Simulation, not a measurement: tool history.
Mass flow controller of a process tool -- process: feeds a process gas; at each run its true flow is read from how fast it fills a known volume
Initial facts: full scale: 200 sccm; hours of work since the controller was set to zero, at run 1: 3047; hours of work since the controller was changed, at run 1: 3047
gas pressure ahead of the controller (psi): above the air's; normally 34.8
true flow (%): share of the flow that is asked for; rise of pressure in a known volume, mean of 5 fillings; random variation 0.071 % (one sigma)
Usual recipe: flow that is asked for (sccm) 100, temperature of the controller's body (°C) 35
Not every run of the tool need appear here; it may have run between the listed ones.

run    hour  flow that is asked for (sccm)  gas pressure ahead of the controller (psi)  temperature of the controller's body (°C)  hours of work since the controller was set to zero  hours of work since the controller was changed  true flow (%)
  1     0.0                            100                                        34.8                                         35                                                3047                                            3047          99.78
  2   172.1                            100                                        34.8                                         35                                                3163                                            3163          99.78
  3   422.8                            100                                        34.8                                         35                                                3332                                            3332          99.76
  4   542.3                            100                                        34.8                                         35                                                3413                                            3413          99.66
  5   654.4                            100                                        34.8                                         35                                                3488                                            3488          99.49
  6   909.0                            100                                        34.8                                         28                                                3660                                            3660          98.80
  7  1090.2                            100                                        34.8                                         35                                                3782                                            3782          99.36
  8  1243.9                            100                                        34.8                                         35                                                3886                                            3886          99.42
  9  1401.1                            100                                        34.8                                         35                                                3991                                            3991          99.31
 10  1621.8                            100                                        34.8                                         22                                                4140                                            4140          97.97
 11  1856.2                            100                                        34.8                                         39                                                4298                                            4298          99.47
 12  2060.8                            100                                        34.8                                         39                                                4436                                            4436          99.28
 13  2199.9                            100                                        34.8                                         39                                                4530                                            4530          99.39
 14  2424.6                            100                                        34.8                                         39                                                4681                                            4681          99.28
 15  2545.1                            100                                        34.8                                         39                                                4762                                            4762          99.22
 16  2655.6                            100                                        34.8                                         39                                                4837                                            4837          99.24
 17  2816.5                             88                                        34.8                                         35                                                4945                                            4945          98.56
 18  3029.4                             88                                        34.8                                         35                                                5089                                            5089          98.48
     3105.8  -- controller's zero set anew
 19  3226.9                            100                                        20.6                                         35                                                  82                                            5221          97.69
 20  3434.1                            100                                        20.6                                         35                                                 221                                            5361          97.69
 21  3555.0                            100                                        20.6                                         35                                                 303                                            5442          97.68
 22  3799.7                            100                                        20.6                                         36                                                 468                                            5607          97.63
 23  4033.5                            100                                        20.6                                         36                                                 625                                            5765          97.65
 24  4197.7                            100                                        20.6                                         36                                                 736                                            5876          97.68
 25  4348.1                            130                                        34.2                                         35                                                 837                                            5977          98.74
 26  4580.2                            130                                        36.4                                         35                                                 994                                            6133          98.44
 27  4758.0                            168                                        34.5                                         31                                                1113                                            6253          98.46
 28  4978.1                            100                                        21.5                                         21                                                1262                                            6401          95.73
 29  5085.8                            102                                        21.5                                         34                                                1334                                            6474          96.91
 30  5193.6                             72                                        21.5                                         26                                                1407                                            6547          95.76
 31  5453.8                            122                                        37.0                                         35                                                1582                                            6722          98.01
 32  5612.0                            122                                        37.0                                         35                                                1689                                            6829          98.00
     5688.5  -- gauge calibrated
 33  5778.2                            122                                        37.0                                         35                                                1801                                            6940         100.11
 34  5911.0                            122                                        37.0                                         35                                                1890                                            7030         100.25
 35  6042.8                             32                                        20.5                                         30                                                1979                                            7119          97.51
 36  6157.8                             32                                        20.5                                         30                                                2057                                            7196          97.29
 37  6332.1                            100                                        34.8                                         34                                                2174                                            7314          99.43
 38  6473.4                            108                                        21.6                                         24                                                2269                                            7409          97.73
 39  6685.3                             39                                        23.9                                         24                                                2412                                            7552          96.80
 40  6921.9                            100                                        23.9                                         39                                                2571                                            7711          99.13
 41  7096.3                             57                                        23.2                                         35                                                2689                                            7829          98.00
 42  7276.9                             57                                        23.2                                         35                                                2811                                            7950          97.98
 43  7511.6                             64                                        32.2                                         35                                                2969                                            8108          98.46
 44  7759.3                            100                                        35.0                                         35                                                3136                                            8275          98.94
 45  8001.9                            112                                        35.4                                         22                                                3299                                            8439          97.80
 46  8254.5                             45                                        20.5                                         27                                                3469                                            8609          96.50
 47  8399.2                            169                                        20.7                                         30                                                3567                                            8707          98.61

Branching from run 47: 5 alternative next runs. What would each branch give?
  A  8653.1                            100                                        34.8                                         27                                                3738                                            8878              ?
  B  8653.1                            169                                        20.7                                         24                                                3738                                            8878              ?
  C  8653.1                            114                                        26.1                                         30                                                3738                                            8878              ?
  D  8653.1                            169                                        23.2                                         33                                                3738                                            8878              ?
  E  8653.1                             91                                        25.1                                         30                                                3738                                            8878              ?

run  true flow (%)
  A          97.86
  B          97.92
  C          97.95
  D          98.76
  E          97.46
Without the tool's hidden state the same runs would have given:
run  true flow (%)
  A          99.02
  B          99.08
  C          99.11
  D          99.94
  E          98.61
